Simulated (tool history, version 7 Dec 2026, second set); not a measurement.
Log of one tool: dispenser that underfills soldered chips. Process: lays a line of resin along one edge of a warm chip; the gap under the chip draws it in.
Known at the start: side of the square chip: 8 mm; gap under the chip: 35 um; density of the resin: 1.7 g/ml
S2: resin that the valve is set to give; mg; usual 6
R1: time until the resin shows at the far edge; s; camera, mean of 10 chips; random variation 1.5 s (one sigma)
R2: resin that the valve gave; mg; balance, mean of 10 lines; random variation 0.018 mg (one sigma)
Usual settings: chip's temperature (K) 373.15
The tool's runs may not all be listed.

{"run": 1, "day": 0.0, "chip's temperature (K)": 373.15, "S2": 6, "R1": 208.6, "R2": 5.84}
{"day": 0.329, "done": "new syringe of resin"}
{"run": 2, "day": 0.392, "chip's temperature (K)": 373.15, "S2": 6, "R1": 160.4, "R2": 5.84}
{"day": 0.654, "done": "dispensing valve cleaned and set on the balance"}
{"run": 3, "day": 0.792, "chip's temperature (K)": 373.15, "S2": 7, "R1": 198.5, "R2": 6.99}
{"day": 1.154, "done": "new syringe of resin"}
{"run": 4, "day": 1.196, "chip's temperature (K)": 373.15, "S2": 7, "R1": 155.2, "R2": 7.02}
{"run": 5, "day": 1.442, "chip's temperature (K)": 373.15, "S2": 6, "R1": 185.6, "R2": 6.01}
{"run": 6, "day": 1.8, "chip's temperature (K)": 373.15, "S2": 6, "R1": 228.6, "R2": 5.98}
{"day": 1.95, "done": "new syringe of resin"}
{"run": 7, "day": 2.279, "chip's temperature (K)": 373.15, "S2": 6, "R1": 190.5, "R2": 5.99}
{"run": 8, "day": 2.638, "chip's temperature (K)": 373.15, "S2": 6, "R1": 235.8, "R2": 5.98}
{"day": 2.738, "done": "new syringe of resin"}
{"run": 9, "day": 3.075, "chip's temperature (K)": 373.15, "S2": 5.73, "R1": 195.8, "R2": 5.67}
{"run": 10, "day": 3.396, "chip's temperature (K)": 373.15, "S2": 5.73, "R1": 239, "R2": 5.67}
{"day": 3.554, "done": "new syringe of resin"}
{"run": 11, "day": 3.746, "chip's temperature (K)": 375.15, "S2": 5.73, "R1": 156.4, "R2": 5.67}
{"run": 12, "day": 4.188, "chip's temperature (K)": 375.15, "S2": 5.73, "R1": 212.4, "R2": 5.64}
{"day": 4.358, "done": "new syringe of resin"}
{"run": 13, "day": 4.579, "chip's temperature (K)": 375.15, "S2": 7.01, "R1": 159.4, "R2": 6.89}
{"run": 14, "day": 5.025, "chip's temperature (K)": 378.15, "S2": 6, "R1": 187.6, "R2": 5.92}
{"day": 5.15, "done": "new syringe of resin"}
{"run": 15, "day": 5.438, "chip's temperature (K)": 378.15, "S2": 6, "R1": 146.9, "R2": 5.9}
{"run": 16, "day": 5.708, "chip's temperature (K)": 373.15, "S2": 6, "R1": 222.4, "R2": 5.89}
{"day": 5.929, "done": "new syringe of resin"}
{"run": 17, "day": 6.079, "chip's temperature (K)": 373.15, "S2": 5.95, "R1": 169.8, "R2": 5.83}
{"run": 18, "day": 6.479, "chip's temperature (K)": 364.15, "S2": 6, "R1": 332.3, "R2": 5.85}
{"day": 6.662, "done": "dispensing valve cleaned and set on the balance"}
{"day": 6.758, "done": "new syringe of resin"}
{"run": 19, "day": 6.808, "chip's temperature (K)": 364.15, "S2": 5.32, "R1": 245.7, "R2": 5.29}
{"run": 20, "day": 7.042, "chip's temperature (K)": 364.15, "S2": 5.32, "R1": 284.1, "R2": 5.28}
{"run": 21, "day": 7.417, "chip's temperature (K)": 364.15, "S2": 7.21, "R1": 350.9, "R2": 7.16}
{"day": 7.542, "done": "new syringe of resin"}
{"run": 22, "day": 7.817, "chip's temperature (K)": 376.15, "S2": 5.75, "R1": 162.2, "R2": 5.7}
{"run": 23, "day": 8.15, "chip's temperature (K)": 385.15, "S2": 6.97, "R1": 131.9, "R2": 6.9}
{"day": 8.346, "done": "new syringe of resin"}
{"run": 24, "day": 8.65, "chip's temperature (K)": 366.15, "S2": 7.69, "R1": 251.9, "R2": 7.59}
{"day": 9.158, "done": "new syringe of resin"}
{"run": 25, "day": 9.158, "chip's temperature (K)": 371.15, "S2": 6.93, "R1": 169, "R2": 6.79}
{"run": 26, "day": 9.533, "chip's temperature (K)": 381.15, "S2": 6.93, "R1": 137, "R2": 6.84}
{"run": 27, "day": 9.796, "chip's temperature (K)": 381.15, "S2": 6.93, "R1": 162.4, "R2": 6.83}
{"day": 9.946, "done": "new syringe of resin"}
{"run": 28, "day": 10.283, "chip's temperature (K)": 376.15, "S2": 6, "R1": 170.2, "R2": 5.91}
{"run": 29, "day": 10.542, "chip's temperature (K)": 372.15, "S2": 6, "R1": 238, "R2": 5.94}
{"day": 10.754, "done": "new syringe of resin"}
{"run": 30, "day": 10.929, "chip's temperature (K)": 376.15, "S2": 6, "R1": 150.5, "R2": 5.91}
{"run": 31, "day": 11.246, "chip's temperature (K)": 362.15, "S2": 5.51, "R1": 361, "R2": 5.39}
{"run": 32, "day": 11.512, "chip's temperature (K)": 362.15, "S2": 5.51, "R1": 425, "R2": 5.4}
{"day": 11.554, "done": "new syringe of resin"}
{"run": 33, "day": 12.021, "chip's temperature (K)": 368.15, "S2": 6, "R1": 263.8, "R2": 5.83}
{"run": 34, "day": 12.233, "chip's temperature (K)": 384.15, "S2": 6.42, "R1": 149.6, "R2": 6.24}
{"day": 12.358, "done": "new syringe of resin"}
{"day": 12.7, "done": "dispensing valve cleaned and set on the balance"}
{"run": 35, "day": 12.712, "chip's temperature (K)": 384.15, "S2": 6.42, "R1": 122.1, "R2": 6.4}

5 ways to go on from here, each from the tool as it stands after run 35. What would each give?
{"run": "A", "day": 12.962, "chip's temperature (K)": 375.15, "S2": 6.6, "R1": "?", "R2": "?"}
{"run": "B", "day": 12.962, "chip's temperature (K)": 373.15, "S2": 5.63, "R1": "?", "R2": "?"}
{"run": "C", "day": 12.962, "chip's temperature (K)": 368.15, "S2": 5.94, "R1": "?", "R2": "?"}
{"run": "D", "day": 12.962, "chip's temperature (K)": 384.15, "S2": 6.73, "R1": "?", "R2": "?"}
{"run": "E", "day": 12.962, "chip's temperature (K)": 367.15, "S2": 7.02, "R1": "?", "R2": "?"}

run=A R1=207 R2=6.62
run=B R1=224.7 R2=5.63
run=C R1=283.8 R2=5.93
run=D R1=136.2 R2=6.72
run=E R1=294.7 R2=7.02
Without the tool's hidden state the same runs would have given:
run=A R1=138.6 R2=6.62
run=B R1=150.5 R2=5.63
run=C R1=189.7 R2=5.93
run=D R1=91.3 R2=6.72
run=E R1=197 R2=7.03
